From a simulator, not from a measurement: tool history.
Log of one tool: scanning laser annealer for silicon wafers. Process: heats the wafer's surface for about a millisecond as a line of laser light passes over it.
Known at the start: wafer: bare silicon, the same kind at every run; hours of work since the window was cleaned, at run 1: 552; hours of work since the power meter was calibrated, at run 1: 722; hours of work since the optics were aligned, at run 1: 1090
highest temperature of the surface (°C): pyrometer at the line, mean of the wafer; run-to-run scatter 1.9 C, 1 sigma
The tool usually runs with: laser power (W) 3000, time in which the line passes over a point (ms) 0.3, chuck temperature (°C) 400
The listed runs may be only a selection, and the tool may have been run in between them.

run   hour  laser power (W)  time in which the line passes over a point (ms)  chuck temperature (°C)  hours of work since the window was cleaned  hours of work since the power meter was calibrated  hours of work since the optics were aligned  highest temperature of the surface (°C)
  1      0             3000                                              0.3                     400                                         552                                                 722                                         1090                                     1163
  2   34.5             3000                                              0.3                     400                                         578                                                 749                                         1117                                     1165
  3   52.5             3000                                              0.3                     400                                         592                                                 763                                         1130                                     1164
  4   79.4             3000                                            0.314                     400                                         612                                                 783                                         1151                                     1179
  5  106.2             3000                                            0.314                     400                                         633                                                 804                                         1171                                     1186
  6  124.6             3000                                            0.314                     400                                         647                                                 818                                         1186                                     1186
  7  150.3             3000                                            0.314                     400                                         667                                                 837                                         1205                                     1184
  8  169.6             3000                                              0.3                     362                                         681                                                 852                                         1220                                     1124
  9  188.4             3000                                            0.244                     362                                         696                                                 866                                         1234                                     1043
 10  214.9             3000                                            0.244                     362                                         716                                                 887                                         1255                                     1041
 11  248.8             3000                                              0.3                     400                                         742                                                 913                                         1280                                     1165
 12  266.3             3000                                              0.3                     400                                         755                                                 926                                         1294                                     1163
 13  298.1             3000                                              0.3                     400                                         779                                                 950                                         1318                                     1164
 14  329.5             3000                                              0.3                     440                                         803                                                 974                                         1342                                     1205
 15  356.5             3000                                              0.3                     440                                         824                                                 995                                         1363                                     1209
 16  389.8             3130                                              0.3                     440                                         850                                                1020                                         1388                                     1235
     408.1  -- window over the wafer cleaned
 17  412.5             3065                                              0.3                     400                                           3                                                1036                                         1404                                     1181
 18  435.9             3000                                              0.3                     400                                          21                                                1054                                         1422                                     1166
 19  453.4             3000                                              0.3                     403                                          35                                                1067                                         1435                                     1168
 20  469.9             3000                                              0.3                     400                                          47                                                1080                                         1448                                     1166
 21  495.5             3000                                              0.3                     400                                          67                                                1100                                         1467                                     1165
 22  514.5             3000                                            0.318                     400                                          81                                                1114                                         1482                                     1193
 23  530.1             3000                                            0.318                     400                                          93                                                1126                                         1494                                     1191
 24  564.5             3000                                            0.289                     400                                         120                                                1152                                         1520                                     1151
 25  593.6             3124                                              0.3                     437                                         142                                                1174                                         1542                                     1235
 26  612.3             3124                                              0.3                     437                                         156                                                1189                                         1557                                     1233
 27  643.1             3124                                              0.3                     437                                         180                                                1212                                         1580                                     1234
 28  674.8             3000                                            0.316                     385                                         204                                                1237                                         1604                                     1170
 29  695.4             3000                                            0.316                     385                                         220                                                1252                                         1620                                     1175
 30  721.7             3000                                            0.249                     385                                         240                                                1272                                         1640                                     1075
 31  739.6             2738                                            0.372                     385                                         253                                                1286                                         1654                                     1172
 32  769.5             2738                                            0.372                     385                                         276                                                1309                                         1677                                     1175
 33  790.1             2606                                              0.3                     375                                         292                                                1325                                         1693                                     1040
 34  818.6             2928                                            0.264                     400                                         314                                                1346                                         1714                                     1096
 35  851.7             3000                                            0.378                     388                                         339                                                1372                                         1740                                     1260
 36  868.8             3000                                            0.256                     401                                         352                                                1385                                         1753                                     1099
 37  883.9             3238                                            0.256                     367                                         364                                                1396                                         1764                                     1121
 38  914.4             2576                                              0.3                     400                                         387                                                1420                                         1788                                     1057
 39  938.3             2576                                              0.3                     400                                         405                                                1438                                         1806                                     1057
 40    959             2798                                            0.331                     438                                         421                                                1454                                         1822                                     1192

Hidden state at the last listed run before each entry between runs and at the first one after, where it differs:
Between runs 16 and 17: window over the wafer cleaned (hour 408.1)
  light that passes the window, % of a clean one's: 99.83 -> 99.99
